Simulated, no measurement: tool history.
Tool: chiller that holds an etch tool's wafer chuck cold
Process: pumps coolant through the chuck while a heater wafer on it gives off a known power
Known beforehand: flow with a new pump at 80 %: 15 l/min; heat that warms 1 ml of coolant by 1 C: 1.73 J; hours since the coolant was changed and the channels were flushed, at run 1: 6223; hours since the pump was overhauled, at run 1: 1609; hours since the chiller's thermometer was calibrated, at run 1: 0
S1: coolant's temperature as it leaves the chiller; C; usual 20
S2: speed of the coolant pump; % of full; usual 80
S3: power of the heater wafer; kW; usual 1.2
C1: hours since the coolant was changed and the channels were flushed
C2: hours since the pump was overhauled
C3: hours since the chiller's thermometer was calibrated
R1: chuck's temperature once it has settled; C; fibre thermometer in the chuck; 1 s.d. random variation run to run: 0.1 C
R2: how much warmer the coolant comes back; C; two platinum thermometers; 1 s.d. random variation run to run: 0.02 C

run,hour,S1,S2,S3,C1,C2,C3,R1,R2
1,0,20,80,1.2,6223,1609,0,27.4,2.77
2,106.8,20,80,1.2,6330,1716,107,27.6,2.76
3,209.1,20,80,1.2,6432,1818,209,27.4,2.76
4,263.4,20,80,1.2,6486,1873,263,27.5,2.74
5,314.3,20,81,1.2,6537,1923,314,27.5,2.73
6,369.4,20,81,1.2,6593,1979,369,27.6,2.7
7,480.7,20,64,1.2,6704,2090,481,29.4,3.51
8,539.7,20,64,1.2,6763,2149,540,29.3,3.53
9,610.5,20,75,1.2,6834,2220,610,28.1,2.97
10,682.5,20,75,1.2,6906,2292,683,28,2.94
11,794.3,20,98,1.2,7017,2403,794,26.3,2.15
12,883.1,20,98,1.2,7106,2492,883,26.5,2.14
13,961,20,80,1.2,7184,2570,961,27.5,2.67
14,1043.5,20,80,1.2,7267,2653,1043,27.5,2.65
15,1121.8,20,80,1.2,7345,2731,1122,27.7,2.68
# hour 1183.4: coolant changed, channels flushed
16,1210.7,20,80,1.2,27,2814,1205,27.5,2.66
17,1268.9,17,75,1.08,86,2872,1263,24.3,2.57
18,1336.9,17,75,1.08,154,2940,1331,24.2,2.58
19,1448,17,75,1.08,265,3051,1442,24.2,2.56
20,1558.1,21,64,1.076,375,3161,1552,29.3,3.08
21,1646.6,24,73,1.009,463,3250,1641,30.8,2.41

For run 22, what comes out?
22,1698.6,24,73,1.009,515,3302,1693,?,?

Run 22 yielded R1 30.9 C, R2 2.47 C.
The same run, on a tool lacking any hidden state, would have yielded R1 30.9 C, R2 2.61 C.
